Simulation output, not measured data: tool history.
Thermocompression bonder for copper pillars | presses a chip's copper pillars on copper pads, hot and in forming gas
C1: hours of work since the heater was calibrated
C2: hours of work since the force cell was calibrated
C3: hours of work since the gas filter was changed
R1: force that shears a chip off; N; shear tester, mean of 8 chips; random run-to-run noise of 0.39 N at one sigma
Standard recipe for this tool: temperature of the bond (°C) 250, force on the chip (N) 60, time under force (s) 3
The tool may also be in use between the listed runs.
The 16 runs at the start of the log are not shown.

Run 17, hour 129.6: usual settings; C1 172; C2 256; C3 11. Result: R1 38.6 N.
Run 18, hour 137.4: usual settings; C1 178; C2 262; C3 18. Result: R1 39.5 N.
Run 19, hour 144.2: usual settings but temperature of the bond (°C) 234; C1 184; C2 267; C3 23. Result: R1 30.4 N.
Run 20, hour 148.8: usual settings but temperature of the bond (°C) 234, time under force (s) 6; C1 187; C2 271; C3 27. Result: R1 39.9 N.
Run 21, hour 155.4: usual settings but temperature of the bond (°C) 232, force on the chip (N) 59; C1 192; C2 276; C3 32. Result: R1 28.8 N.
Run 22, hour 164.1: usual settings but temperature of the bond (°C) 267, force on the chip (N) 67; C1 199; C2 283; C3 39. Result: R1 50.6 N.
Run 23, hour 172: usual settings but temperature of the bond (°C) 267, force on the chip (N) 67; C1 205; C2 289; C3 45. Result: R1 50.4 N.
Run 24, hour 181.3: usual settings but temperature of the bond (°C) 248, force on the chip (N) 49, time under force (s) 2; C1 213; C2 296; C3 52. Result: R1 28.8 N.
Run 25, hour 191.5: usual settings but temperature of the bond (°C) 232, force on the chip (N) 68, time under force (s) 2; C1 221; C2 304; C3 60. Result: R1 27.3 N.
Run 26, hour 196.9: usual settings but temperature of the bond (°C) 279; C1 225; C2 309; C3 64. Result: R1 55.7 N.
Run 27, hour 207.3: usual settings but temperature of the bond (°C) 279; C1 233; C2 317; C3 73. Result: R1 55.7 N.
Run 28, hour 215.5: usual settings but temperature of the bond (°C) 246, force on the chip (N) 62; C1 240; C2 323; C3 79. Result: R1 37 N.
Run 29, hour 223.2: usual settings but temperature of the bond (°C) 246, force on the chip (N) 62; C1 246; C2 329; C3 85. Result: R1 36.2 N.
Run 30, hour 230.3: usual settings but temperature of the bond (°C) 246, force on the chip (N) 62; C1 251; C2 335; C3 91. Result: R1 36.2 N.
Run 31, hour 237.7: usual settings but time under force (s) 5; C1 257; C2 341; C3 97. Result: R1 46 N.
Run 32, hour 247: usual settings but time under force (s) 5; C1 265; C2 348; C3 104. Result: R1 46.5 N.
Run 33, hour 254: usual settings but force on the chip (N) 90, time under force (s) 2; C1 270; C2 354; C3 109. Result: R1 39.7 N.
Run 34, hour 261.6: usual settings but temperature of the bond (°C) 232, force on the chip (N) 42, time under force (s) 2; C1 276; C2 360; C3 115. Result: R1 19.8 N.
Run 35, hour 271.8: usual settings but temperature of the bond (°C) 232; C1 284; C2 368; C3 123. Result: R1 28.7 N.
Run 36, hour 276.7: usual settings but temperature of the bond (°C) 268, force on the chip (N) 56, time under force (s) 8; C1 288; C2 371; C3 127. Result: R1 63.3 N.
Run 37, hour 284.1: usual settings but temperature of the bond (°C) 243, force on the chip (N) 56, time under force (s) 2; C1 294; C2 377; C3 133. Result: R1 27.5 N.
Run 38, hour 291.3: usual settings but temperature of the bond (°C) 273, time under force (s) 5; C1 299; C2 383; C3 139. Result: R1 60.5 N.
Run 39, hour 301.3: usual settings but temperature of the bond (°C) 269, force on the chip (N) 79, time under force (s) 2; C1 307; C2 391; C3 147. Result: R1 47.8 N.
Run 40, hour 306: usual settings but temperature of the bond (°C) 269, force on the chip (N) 90, time under force (s) 4; C1 311; C2 394; C3 150. Result: R1 63.6 N.

Below are 3 alternative next runs, each starting from the tool's condition after run 40. Predict each:
Run A, hour 310.4: usual settings but time under force (s) 2; C1 314; C2 398; C3 154. Result: R1 ?.
Run B, hour 310.4: usual settings but temperature of the bond (°C) 269, force on the chip (N) 46, time under force (s) 4; C1 314; C2 398; C3 154. Result: R1 ?.
Run C, hour 310.4: usual settings but temperature of the bond (°C) 252; C1 314; C2 398; C3 154. Result: R1 ?.

run    R1
  A    32
  B    48
  C  39.5
Take away the tool's hidden state, keep each run's random variation, and the runs would have read:
run    R1
  A  34.1
  B  50.7
  C  41.9
